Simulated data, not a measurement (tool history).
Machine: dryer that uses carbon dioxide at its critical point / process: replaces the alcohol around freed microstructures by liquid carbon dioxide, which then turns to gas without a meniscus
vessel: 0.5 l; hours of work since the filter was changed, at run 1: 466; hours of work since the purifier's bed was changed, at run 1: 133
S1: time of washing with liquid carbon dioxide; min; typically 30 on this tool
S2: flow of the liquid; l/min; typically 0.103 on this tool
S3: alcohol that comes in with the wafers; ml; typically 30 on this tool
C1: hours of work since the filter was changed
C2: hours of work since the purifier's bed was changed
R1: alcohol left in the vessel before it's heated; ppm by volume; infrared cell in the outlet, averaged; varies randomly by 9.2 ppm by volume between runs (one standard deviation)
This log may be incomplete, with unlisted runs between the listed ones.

| run | hour | S1 | S2 | S3 | C1 | C2 | R1 |
|---|---|---|---|---|---|---|---|
| 1 | 0 | 30 | 0.103 | 30 | 466 | 133 | 722 |
| 2 | 9.8 | 30 | 0.103 | 30 | 470 | 136 | 728 |
| 3 | 15 | 19 | 0.103 | 30 | 471 | 138 | 3638 |
| 4 | 20.3 | 30 | 0.103 | 30 | 473 | 140 | 725 |
| 5 | 28.7 | 30 | 0.103 | 21 | 476 | 143 | 530 |
| 6 | 36.3 | 30 | 0.152 | 30 | 479 | 145 | 141 |
| 7 | 41.2 | 30 | 0.152 | 30 | 480 | 147 | 143 |
| 8 | 50.1 | 30 | 0.152 | 30 | 483 | 150 | 136 |
| 9 | 57.6 | 30 | 0.103 | 24 | 486 | 153 | 594 |
| 10 | 67.4 | 30 | 0.103 | 30 | 489 | 156 | 746 |
| 11 | 78.6 | 30 | 0.103 | 30 | 493 | 160 | 754 |
| 12 | 85.1 | 30 | 0.103 | 68 | 495 | 162 | 1600 |
| 13 | 95.1 | 30 | 0.103 | 68 | 499 | 165 | 1654 |
| 14 | 103.9 | 30 | 0.103 | 29 | 502 | 168 | 715 |
| 15 | 115.2 | 30 | 0.103 | 30 | 505 | 172 | 762 |
| 16 | 120.8 | 30 | 0.138 | 30 | 507 | 174 | 210 |
| 17 | 131.8 | 30 | 0.138 | 30 | 511 | 178 | 221 |
| 18 | 142.3 | 32 | 0.103 | 92 | 515 | 181 | 1720 |
| 19 | 153.8 | 48 | 0.103 | 52 | 519 | 185 | 138 |
| 20 | 161.4 | 24 | 0.103 | 52 | 521 | 188 | 3079 |
| 21 | 166.9 | 30 | 0.074 | 27 | 523 | 190 | 2207 |
| 22 | 173.7 | 30 | 0.074 | 71 | 525 | 192 | 5609 |
| 23 | 184.2 | 30 | 0.074 | 71 | 529 | 196 | 5633 |
| 24 | 194.9 | 30 | 0.074 | 71 | 533 | 199 | 5640 |
| 25 | 200 | 29 | 0.147 | 30 | 534 | 201 | 220 |
| 26 | 207.2 | 30 | 0.149 | 22 | 537 | 204 | 142 |
| 27 | 213 | 42 | 0.098 | 63 | 539 | 206 | 412 |
| 28 | 222.1 | 30 | 0.113 | 46 | 542 | 209 | 793 |
|  | 223.7 | inlet filter changed |
| 29 | 229 | 30 | 0.147 | 70 | 2 | 211 | 244 |
| 30 | 237.4 | 42 | 0.131 | 78 | 5 | 214 | 104 |
| 31 | 245.7 | 25 | 0.131 | 29 | 8 | 216 | 478 |
| 32 | 250.8 | 46 | 0.104 | 39 | 9 | 218 | 116 |

Hidden condition of the tool, last listed run before each entry between runs versus first listed run after:
From run 28 to run 29: inlet filter changed (hour 223.7)
  flow that reaches the vessel past the clogged filter, %: 92.6 -> 99.5; alcohol in the recycled carbon dioxide, ppm: 62.9 -> 63.5
  measured result minus the result with no hidden state, R1: +291 -> +63 ppm by volume
